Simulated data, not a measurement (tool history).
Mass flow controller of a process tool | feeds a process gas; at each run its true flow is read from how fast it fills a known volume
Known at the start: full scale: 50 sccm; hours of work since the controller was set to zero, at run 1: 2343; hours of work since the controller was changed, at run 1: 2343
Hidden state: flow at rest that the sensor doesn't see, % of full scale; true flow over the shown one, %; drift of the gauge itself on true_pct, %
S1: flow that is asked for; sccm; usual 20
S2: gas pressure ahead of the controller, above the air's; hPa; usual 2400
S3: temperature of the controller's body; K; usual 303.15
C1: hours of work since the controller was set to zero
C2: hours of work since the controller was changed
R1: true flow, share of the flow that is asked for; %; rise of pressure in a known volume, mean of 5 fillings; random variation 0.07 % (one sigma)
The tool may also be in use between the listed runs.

run   hour  S1    S2      S3    C1    C2     R1
  1    0.0  20  2400  303.15  2343  2343  95.41
  2   74.9  20  2400  303.15  2397  2397  95.44
  3  144.0  20  2400  303.15  2446  2446  95.42
  4  242.9  20  2400  303.15  2517  2517  95.34
  5  307.1  20  2400  312.15  2563  2563  94.55
  6  371.7  42  2400  303.15  2609  2609  97.12
  7  425.1  38  1710  310.15  2647  2647  96.23
     430.5  -- controller's zero set anew
  8  469.9  25  1710  295.15    28  2678  96.02
  9  533.9  14  2480  299.15    74  2724  93.53
 10  610.7  14  2460  312.15   129  2779  92.28
 11  662.2  14  2460  312.15   165  2816  92.20

Forecast each of these 5 alternatives for the next run:
  A  744.1  10  2400  303.15  224  2874   ?
  B  744.1  20  1770  303.15  224  2874   ?
  C  744.1  36  2630  311.15  224  2874   ?
  D  744.1   5  2400  303.15  224  2874   ?
  E  744.1  14  1560  294.15  224  2874   ?

run     R1
  A  91.59
  B  94.28
  C  95.29
  D  87.13
  E  94.08
Without the tool's hidden state the same runs would have given:
run     R1
  A  97.23
  B  97.84
  C  97.93
  D  96.94
  E  98.54
